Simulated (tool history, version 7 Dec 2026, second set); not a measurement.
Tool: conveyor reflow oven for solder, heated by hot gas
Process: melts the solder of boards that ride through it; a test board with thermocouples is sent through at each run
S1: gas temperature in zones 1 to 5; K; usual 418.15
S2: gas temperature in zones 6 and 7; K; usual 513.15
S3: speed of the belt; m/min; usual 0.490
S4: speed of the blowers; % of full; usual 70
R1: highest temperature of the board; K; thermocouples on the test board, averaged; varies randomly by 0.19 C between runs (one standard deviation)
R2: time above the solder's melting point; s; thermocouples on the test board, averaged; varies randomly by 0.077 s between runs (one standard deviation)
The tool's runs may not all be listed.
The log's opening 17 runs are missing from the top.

run 18 hour=120.0 | S1=418.15 S2=508.15 S3=0.473 S4=70 | R1=492.35 R2=71.35
run 19 hour=124.2 | S1=418.15 S2=527.15 S3=0.497 S4=80 | R1=508.65 R2=78.59
run 20 hour=131.1 | S1=418.15 S2=527.15 S3=0.497 S4=80 | R1=509.35 R2=78.48
run 21 hour=140.1 | S1=418.15 S2=527.15 S3=0.497 S4=80 | R1=509.15 R2=78.60
-- hour=150.9 flux residue cleaned out of gas plates and filters, once more
run 22 hour=150.9 | S1=418.15 S2=501.15 S3=0.581 S4=57 | R1=477.15 R2=42.57
run 23 hour=157.3 | S1=418.15 S2=501.15 S3=0.581 S4=57 | R1=477.25 R2=42.36
run 24 hour=165.9 | S1=418.15 S2=523.15 S3=0.490 S4=70 | R1=504.35 R2=77.12
run 25 hour=170.0 | S1=418.15 S2=523.15 S3=0.537 S4=71 | R1=501.55 R2=68.51
run 26 hour=177.1 | S1=406.15 S2=518.15 S3=0.449 S4=67 | R1=500.25 R2=76.69
run 27 hour=185.2 | S1=418.15 S2=513.15 S3=0.490 S4=85 | R1=498.65 R2=73.99
run 28 hour=190.7 | S1=416.15 S2=519.15 S3=0.431 S4=70 | R1=504.35 R2=87.16
run 29 hour=197.8 | S1=416.15 S2=519.15 S3=0.431 S4=70 | R1=504.35 R2=87.13
run 30 hour=205.9 | S1=405.15 S2=502.15 S3=0.448 S4=88 | R1=489.65 R2=69.57

Consider 4 possible next runs. They are alternatives, not a sequence: every one starts from the tool as it was left by run 30. What does each give?
run A hour=210.2 | S1=405.15 S2=513.15 S3=0.501 S4=57 | R1=? R2=?
run B hour=210.2 | S1=418.15 S2=523.15 S3=0.571 S4=70 | R1=? R2=?
run C hour=210.2 | S1=423.15 S2=502.15 S3=0.397 S4=76 | R1=? R2=?
run D hour=210.2 | S1=418.15 S2=506.15 S3=0.490 S4=51 | R1=? R2=?

run=A R1=488.45 R2=58.30
run=B R1=498.55 R2=62.74
run=C R1=492.65 R2=90.24
run=D R1=484.25 R2=60.65
Had the tool no hidden state, the same runs would have come out as:
run=A R1=490.35 R2=59.80
run=B R1=500.55 R2=63.67
run=C R1=494.55 R2=91.35
run=D R1=486.05 R2=62.27
